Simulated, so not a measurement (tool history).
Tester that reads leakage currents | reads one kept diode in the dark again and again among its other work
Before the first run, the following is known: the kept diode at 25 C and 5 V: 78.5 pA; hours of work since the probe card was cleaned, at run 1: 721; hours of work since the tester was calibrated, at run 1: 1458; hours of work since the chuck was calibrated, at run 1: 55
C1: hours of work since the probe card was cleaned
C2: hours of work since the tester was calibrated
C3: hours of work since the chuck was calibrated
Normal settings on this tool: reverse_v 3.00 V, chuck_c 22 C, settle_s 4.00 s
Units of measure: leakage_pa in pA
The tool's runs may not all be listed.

{"run": 1, "hour": 0.0, "reverse_v": 3.0, "chuck_c": 22, "settle_s": 4.0, "C1": 721, "C2": 1458, "C3": 55, "leakage_pa": 52.71}
{"run": 2, "hour": 32.4, "reverse_v": 3.0, "chuck_c": 22, "settle_s": 4.0, "C1": 743, "C2": 1480, "C3": 77, "leakage_pa": 52.5}
{"run": 3, "hour": 53.0, "reverse_v": 10.87, "chuck_c": 22, "settle_s": 4.0, "C1": 757, "C2": 1494, "C3": 90, "leakage_pa": 87.82}
{"run": 4, "hour": 68.4, "reverse_v": 3.0, "chuck_c": 22, "settle_s": 4.0, "C1": 767, "C2": 1504, "C3": 101, "leakage_pa": 52.52}
{"run": 5, "hour": 95.5, "reverse_v": 3.0, "chuck_c": 22, "settle_s": 0.39, "C1": 785, "C2": 1522, "C3": 119, "leakage_pa": 55.44}
{"run": 6, "hour": 121.9, "reverse_v": 3.0, "chuck_c": 27, "settle_s": 4.0, "C1": 803, "C2": 1540, "C3": 137, "leakage_pa": 75.98}
{"run": 7, "hour": 140.3, "reverse_v": 3.0, "chuck_c": 27, "settle_s": 4.0, "C1": 816, "C2": 1552, "C3": 149, "leakage_pa": 75.82}
{"run": 8, "hour": 172.2, "reverse_v": 3.0, "chuck_c": 22, "settle_s": 0.33, "C1": 837, "C2": 1574, "C3": 170, "leakage_pa": 56.41}
{"hour": 178.1, "done": "probe card cleaned and baked"}
{"run": 9, "hour": 211.3, "reverse_v": 3.0, "chuck_c": 22, "settle_s": 0.33, "C1": 22, "C2": 1598, "C3": 195, "leakage_pa": 56.49}
{"run": 10, "hour": 235.8, "reverse_v": 3.0, "chuck_c": 23, "settle_s": 3.74, "C1": 39, "C2": 1614, "C3": 211, "leakage_pa": 57.25}
{"run": 11, "hour": 271.6, "reverse_v": 3.0, "chuck_c": 23, "settle_s": 3.74, "C1": 63, "C2": 1638, "C3": 235, "leakage_pa": 57.51}
{"run": 12, "hour": 308.7, "reverse_v": 12.51, "chuck_c": 23, "settle_s": 0.35, "C1": 88, "C2": 1663, "C3": 260, "leakage_pa": 114.61}
{"hour": 320.6, "done": "probe card cleaned and baked, once more"}
{"run": 13, "hour": 348.5, "reverse_v": 12.51, "chuck_c": 49, "settle_s": 8.94, "C1": 19, "C2": 1688, "C3": 285, "leakage_pa": 572.92}
{"run": 14, "hour": 376.5, "reverse_v": 12.51, "chuck_c": 49, "settle_s": 8.94, "C1": 37, "C2": 1707, "C3": 303, "leakage_pa": 572.36}
{"run": 15, "hour": 407.2, "reverse_v": 3.44, "chuck_c": 53, "settle_s": 1.32, "C1": 58, "C2": 1727, "C3": 324, "leakage_pa": 449.47}
{"run": 16, "hour": 428.0, "reverse_v": 3.44, "chuck_c": 53, "settle_s": 1.32, "C1": 72, "C2": 1741, "C3": 338, "leakage_pa": 447.96}
{"run": 17, "hour": 450.8, "reverse_v": 1.95, "chuck_c": 50, "settle_s": 0.52, "C1": 87, "C2": 1756, "C3": 353, "leakage_pa": 300.45}
{"run": 18, "hour": 487.8, "reverse_v": 1.89, "chuck_c": 50, "settle_s": 7.94, "C1": 112, "C2": 1781, "C3": 378, "leakage_pa": 295.42}

Below are 4 alternative next runs, each starting from the tool's condition after run 18. Predict each:
{"run": "A", "hour": 503.5, "reverse_v": 1.13, "chuck_c": 22, "settle_s": 7.94, "C1": 123, "C2": 1792, "C3": 389, "leakage_pa": "?"}
{"run": "B", "hour": 503.5, "reverse_v": 1.89, "chuck_c": 50, "settle_s": 3.1, "C1": 123, "C2": 1792, "C3": 389, "leakage_pa": "?"}
{"run": "C", "hour": 503.5, "reverse_v": 1.89, "chuck_c": 50, "settle_s": 3.84, "C1": 123, "C2": 1792, "C3": 389, "leakage_pa": "?"}
{"run": "D", "hour": 503.5, "reverse_v": 4.44, "chuck_c": 50, "settle_s": 7.94, "C1": 123, "C2": 1792, "C3": 389, "leakage_pa": "?"}

run=A leakage_pa=36.66
run=B leakage_pa=295.93
run=C leakage_pa=295.46
run=D leakage_pa=411.90
Without the tool's hidden state the same runs would have given:
run=A leakage_pa=35.94
run=B leakage_pa=290.52
run=C leakage_pa=290.06
run=D leakage_pa=404.33
